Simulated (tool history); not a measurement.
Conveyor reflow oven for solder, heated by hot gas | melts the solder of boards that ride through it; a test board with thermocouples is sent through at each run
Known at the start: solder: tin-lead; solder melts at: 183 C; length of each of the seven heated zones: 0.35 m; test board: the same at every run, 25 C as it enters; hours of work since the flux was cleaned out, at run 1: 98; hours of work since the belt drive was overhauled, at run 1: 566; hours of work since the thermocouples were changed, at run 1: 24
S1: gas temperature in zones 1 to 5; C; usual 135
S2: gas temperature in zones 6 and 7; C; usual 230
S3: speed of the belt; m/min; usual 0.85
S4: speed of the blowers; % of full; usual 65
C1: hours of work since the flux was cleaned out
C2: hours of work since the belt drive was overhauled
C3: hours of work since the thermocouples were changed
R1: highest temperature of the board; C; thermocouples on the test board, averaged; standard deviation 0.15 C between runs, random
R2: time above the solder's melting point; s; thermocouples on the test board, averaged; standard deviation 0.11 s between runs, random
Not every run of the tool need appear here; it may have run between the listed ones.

{"run": 1, "hour": 0.0, "S1": 135, "S2": 230, "S3": 0.85, "S4": 65, "C1": 98, "C2": 566, "C3": 24, "R1": 208.5, "R2": 30.8}
{"run": 2, "hour": 19.3, "S1": 135, "S2": 230, "S3": 0.906, "S4": 65, "C1": 107, "C2": 574, "C3": 32, "R1": 206, "R2": 26.7}
{"run": 3, "hour": 46.6, "S1": 135, "S2": 230, "S3": 0.906, "S4": 65, "C1": 118, "C2": 586, "C3": 44, "R1": 205.8, "R2": 26.6}
{"run": 4, "hour": 70.7, "S1": 135, "S2": 230, "S3": 0.906, "S4": 65, "C1": 129, "C2": 597, "C3": 55, "R1": 205.7, "R2": 26.8}
{"run": 5, "hour": 97.1, "S1": 135, "S2": 230, "S3": 0.906, "S4": 65, "C1": 140, "C2": 608, "C3": 66, "R1": 205.7, "R2": 26.8}
{"run": 6, "hour": 117.8, "S1": 135, "S2": 230, "S3": 0.906, "S4": 65, "C1": 149, "C2": 617, "C3": 75, "R1": 205.4, "R2": 26.7}
{"run": 7, "hour": 153.0, "S1": 135, "S2": 230, "S3": 0.906, "S4": 65, "C1": 165, "C2": 632, "C3": 90, "R1": 205.7, "R2": 26.5}
{"run": 8, "hour": 184.6, "S1": 135, "S2": 230, "S3": 0.906, "S4": 65, "C1": 178, "C2": 646, "C3": 104, "R1": 205.1, "R2": 26.5}
{"hour": 199.8, "done": "flux residue cleaned out of gas plates and filters"}
{"run": 9, "hour": 223.9, "S1": 135, "S2": 230, "S3": 0.906, "S4": 65, "C1": 10, "C2": 661, "C3": 119, "R1": 204.7, "R2": 25.8}
{"run": 10, "hour": 258.4, "S1": 135, "S2": 222, "S3": 0.906, "S4": 65, "C1": 25, "C2": 676, "C3": 134, "R1": 198.1, "R2": 20.8}
{"run": 11, "hour": 282.0, "S1": 135, "S2": 230, "S3": 0.85, "S4": 65, "C1": 36, "C2": 686, "C3": 144, "R1": 206.9, "R2": 29.6}
{"run": 12, "hour": 316.5, "S1": 145, "S2": 230, "S3": 0.85, "S4": 65, "C1": 51, "C2": 701, "C3": 159, "R1": 209.3, "R2": 33.6}
{"run": 13, "hour": 332.9, "S1": 145, "S2": 230, "S3": 0.85, "S4": 65, "C1": 58, "C2": 708, "C3": 167, "R1": 209.1, "R2": 33.6}
{"run": 14, "hour": 348.7, "S1": 135, "S2": 230, "S3": 0.85, "S4": 89, "C1": 65, "C2": 715, "C3": 173, "R1": 214.3, "R2": 35.4}
{"run": 15, "hour": 374.8, "S1": 135, "S2": 230, "S3": 0.85, "S4": 65, "C1": 76, "C2": 727, "C3": 185, "R1": 206.8, "R2": 29.4}
{"run": 16, "hour": 405.9, "S1": 139, "S2": 230, "S3": 0.992, "S4": 51, "C1": 90, "C2": 740, "C3": 198, "R1": 194.1, "R2": 14.3}
{"hour": 413.0, "done": "flux residue cleaned out of gas plates and filters, once more"}
{"run": 17, "hour": 441.9, "S1": 141, "S2": 231, "S3": 0.992, "S4": 51, "C1": 13, "C2": 754, "C3": 212, "R1": 197.8, "R2": 18.2}
{"run": 18, "hour": 465.4, "S1": 141, "S2": 239, "S3": 0.992, "S4": 85, "C1": 23, "C2": 764, "C3": 222, "R1": 219.3, "R2": 33.3}
{"run": 19, "hour": 488.5, "S1": 135, "S2": 235, "S3": 0.696, "S4": 62, "C1": 33, "C2": 774, "C3": 232, "R1": 218.4, "R2": 45.7}
{"run": 20, "hour": 514.1, "S1": 135, "S2": 235, "S3": 0.696, "S4": 62, "C1": 44, "C2": 785, "C3": 243, "R1": 218.6, "R2": 45.7}
{"run": 21, "hour": 534.3, "S1": 140, "S2": 230, "S3": 0.85, "S4": 79, "C1": 53, "C2": 794, "C3": 252, "R1": 214.6, "R2": 36.3}
{"run": 22, "hour": 556.5, "S1": 140, "S2": 230, "S3": 0.85, "S4": 79, "C1": 62, "C2": 804, "C3": 262, "R1": 214.5, "R2": 36.3}
{"run": 23, "hour": 583.1, "S1": 140, "S2": 230, "S3": 0.85, "S4": 79, "C1": 74, "C2": 815, "C3": 273, "R1": 214, "R2": 36.6}
{"run": 24, "hour": 618.0, "S1": 126, "S2": 231, "S3": 0.754, "S4": 65, "C1": 89, "C2": 830, "C3": 288, "R1": 211.7, "R2": 35.7}
{"run": 25, "hour": 646.6, "S1": 131, "S2": 234, "S3": 0.97, "S4": 55, "C1": 102, "C2": 843, "C3": 301, "R1": 199.9, "R2": 19}
{"run": 26, "hour": 677.9, "S1": 138, "S2": 234, "S3": 0.739, "S4": 70, "C1": 115, "C2": 856, "C3": 314, "R1": 218.7, "R2": 44.4}
{"run": 27, "hour": 705.2, "S1": 123, "S2": 241, "S3": 0.762, "S4": 85, "C1": 127, "C2": 868, "C3": 326, "R1": 226, "R2": 43.1}
{"run": 28, "hour": 738.5, "S1": 123, "S2": 243, "S3": 0.762, "S4": 68, "C1": 142, "C2": 883, "C3": 341, "R1": 221.5, "R2": 40.8}
{"run": 29, "hour": 754.3, "S1": 135, "S2": 228, "S3": 0.85, "S4": 81, "C1": 149, "C2": 890, "C3": 348, "R1": 211.5, "R2": 33.9}
{"run": 30, "hour": 784.1, "S1": 135, "S2": 228, "S3": 0.85, "S4": 81, "C1": 161, "C2": 903, "C3": 361, "R1": 211.7, "R2": 33.8}

Hidden state at the last listed run before each entry between runs and at the first one after, where it differs:
Logged between run 8 and run 9: flux residue cleaned out of gas plates and filters (hour 199.8)
  heat that the gas passes to the board, % of a clean oven's: 94.8 -> 92.8; belt's true speed, % of the reading: 98.79 -> 98.76; true gas temperature in zones 6 and 7 over the reading, C: 0 -> -0.02
  measured result minus the result with no hidden state, R1: -1.1 -> -1.8 C; R2: -0.6 -> -1.2 s
Logged between run 16 and run 17: flux residue cleaned out of gas plates and filters, once more (hour 413)
  heat that the gas passes to the board, % of a clean oven's: 90.8 -> 98.9; belt's true speed, % of the reading: 98.59 -> 98.57; true gas temperature in zones 6 and 7 over the reading, C: -0.11 -> -0.12
  measured result minus the result with no hidden state, R1: -2.1 -> +0.3 C; R2: -2 -> +0.5 s

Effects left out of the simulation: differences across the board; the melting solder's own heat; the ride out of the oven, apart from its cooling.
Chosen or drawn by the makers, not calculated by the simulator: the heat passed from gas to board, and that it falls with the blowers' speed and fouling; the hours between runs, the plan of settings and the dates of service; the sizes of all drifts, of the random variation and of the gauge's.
